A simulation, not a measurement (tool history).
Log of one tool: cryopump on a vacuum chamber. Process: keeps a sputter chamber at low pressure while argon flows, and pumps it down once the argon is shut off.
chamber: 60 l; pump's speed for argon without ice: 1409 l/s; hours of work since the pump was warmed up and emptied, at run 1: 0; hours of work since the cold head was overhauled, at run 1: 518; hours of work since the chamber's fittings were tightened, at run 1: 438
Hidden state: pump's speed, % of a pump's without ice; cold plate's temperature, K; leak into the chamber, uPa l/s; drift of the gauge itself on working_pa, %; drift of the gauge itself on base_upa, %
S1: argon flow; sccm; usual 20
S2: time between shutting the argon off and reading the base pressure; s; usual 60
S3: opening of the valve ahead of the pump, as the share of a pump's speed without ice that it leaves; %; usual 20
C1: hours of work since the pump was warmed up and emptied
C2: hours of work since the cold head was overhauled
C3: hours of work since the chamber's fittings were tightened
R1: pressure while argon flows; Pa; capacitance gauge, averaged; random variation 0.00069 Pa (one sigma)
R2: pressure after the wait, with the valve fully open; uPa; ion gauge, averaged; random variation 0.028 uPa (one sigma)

run,hour,S1,S2,S3,C1,C2,C3,R1,R2
1,0.0,20,60,20,0,518,438,0.1208,1.64
2,7.2,20,297,20,6,524,444,0.1203,0.79
3,20.1,20,297,20,17,535,455,0.1210,0.79
4,30.6,20,297,20,26,544,464,0.1213,0.79
5,38.6,18,297,20,33,551,470,0.1081,0.79
6,50.5,18,297,20,43,561,480,0.1090,0.84
7,64.8,18,297,20,55,573,493,0.1091,0.85
8,76.5,18,297,20,65,583,503,0.1098,0.82
9,85.8,18,297,20,73,591,510,0.1104,0.83
10,100.0,18,297,20,85,603,522,0.1089,0.86
11,113.1,20,60,20,96,614,534,0.1218,1.76
12,124.7,20,60,20,106,624,543,0.1221,1.80
13,133.9,20,60,20,113,632,551,0.1220,1.80
14,146.5,20,60,20,124,642,562,0.1229,1.84
15,160.7,20,60,20,136,654,574,0.1218,1.82
16,169.7,20,60,20,144,662,581,0.1225,1.76
17,181.5,20,60,20,154,672,592,0.1232,1.81
18,197.2,20,60,20,167,685,605,0.1232,1.85
19,208.9,20,28,31,177,695,615,0.0808,3.08
20,222.7,13,28,31,189,707,626,0.0529,3.19
21,230.5,13,36,43,195,713,633,0.0392,2.62
22,237.8,13,36,43,201,719,639,0.0380,2.63
23,247.0,28,60,51,209,727,647,0.0711,1.93
24,259.1,16,60,21,219,738,657,0.0940,1.88
25,268.2,40,106,55,227,745,665,0.0947,1.42
26,279.1,24,300,35,236,755,674,0.0866,1.05
27,289.9,24,300,35,246,764,683,0.0874,1.08
28,304.5,29,22,16,258,776,696,0.2245,3.92
29,312.6,9,81,56,265,783,702,0.0216,1.69
30,324.7,10,107,45,275,793,713,0.0293,1.50
31,332.5,10,107,45,282,800,719,0.0302,1.52
32,346.3,10,107,45,293,811,731,0.0294,1.50
33,361.3,13,264,32,306,824,744,0.0526,1.15
34,371.1,9,280,23,314,832,752,0.0492,1.12
35,381.3,9,280,23,323,841,761,0.0509,1.19

4 ways to go on from here, each from the tool as it stands after run 35. What would each give?
A,391.9,25,29,27,332,850,770,?,?
B,391.9,9,280,18,332,850,770,?,?
C,391.9,26,46,20,332,850,770,?,?
D,391.9,22,163,19,332,850,770,?,?

run,R1,R2
A,0.1195,3.22
B,0.0625,1.16
C,0.1643,2.45
D,0.1449,1.35
Without the tool's hidden state the same runs would have given:
run,R1,R2
A,0.1119,2.49
B,0.0597,0.44
C,0.1563,1.72
D,0.1382,0.63
